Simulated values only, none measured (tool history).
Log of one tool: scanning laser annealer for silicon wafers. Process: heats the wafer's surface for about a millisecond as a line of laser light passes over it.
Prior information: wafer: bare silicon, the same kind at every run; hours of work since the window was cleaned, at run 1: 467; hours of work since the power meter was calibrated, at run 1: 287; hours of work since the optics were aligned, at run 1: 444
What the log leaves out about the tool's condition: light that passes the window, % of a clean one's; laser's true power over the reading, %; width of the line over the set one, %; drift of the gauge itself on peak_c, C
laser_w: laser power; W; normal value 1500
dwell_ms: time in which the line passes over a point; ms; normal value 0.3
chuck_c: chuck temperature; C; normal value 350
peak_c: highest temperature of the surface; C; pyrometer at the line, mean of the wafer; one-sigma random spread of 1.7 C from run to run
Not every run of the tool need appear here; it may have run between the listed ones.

run   hour  laser_w  dwell_ms  chuck_c  hours of work since the window was cleaned  hours of work since the power meter was calibrated  hours of work since the optics were aligned  peak_c
  1      0     1500       0.3      350                                         467                                                 287                                          444    1127
  2   22.2     1500       0.3      350                                         476                                                 297                                          454    1128
  3   59.7     1500       0.3      350                                         492                                                 312                                          469    1128
  4   83.9     1500       0.3      350                                         502                                                 322                                          479    1128
  5  115.9     1500       0.3      350                                         515                                                 335                                          492    1127
  6  135.4     1500       0.3      350                                         523                                                 343                                          500    1125
  7  159.5     1500       0.3      350                                         533                                                 353                                          510    1127
  8  189.2     1500       0.3      350                                         545                                                 366                                          523    1126
  9  229.6     1561       0.3      350                                         562                                                 382                                          539    1154
 10    260     1561       0.3      350                                         574                                                 395                                          552    1157
       266  -- laser's power meter calibrated
 11  287.8     1561       0.3      350                                         585                                                   9                                          562    1155
 12  320.7     1500     0.305      350                                         598                                                  23                                          576    1132
 13  342.6     1500     0.305      350                                         607                                                  32                                          585    1132
 14  372.5     1500       0.3      350                                         620                                                  44                                          597    1122
 15  391.6     1500       0.3      350                                         627                                                  52                                          605    1128
 16    409     1500       0.3      350                                         635                                                  59                                          612    1126

Run 17, settings as shown, results not yet in. Your forecast:
 17  447.9     1500     0.284      350                                         651                                                  75                                          628       ?

Logged for run 17: peak_c 1099 C.
Without the tool's hidden state the same run would have given peak_c 1121 C.

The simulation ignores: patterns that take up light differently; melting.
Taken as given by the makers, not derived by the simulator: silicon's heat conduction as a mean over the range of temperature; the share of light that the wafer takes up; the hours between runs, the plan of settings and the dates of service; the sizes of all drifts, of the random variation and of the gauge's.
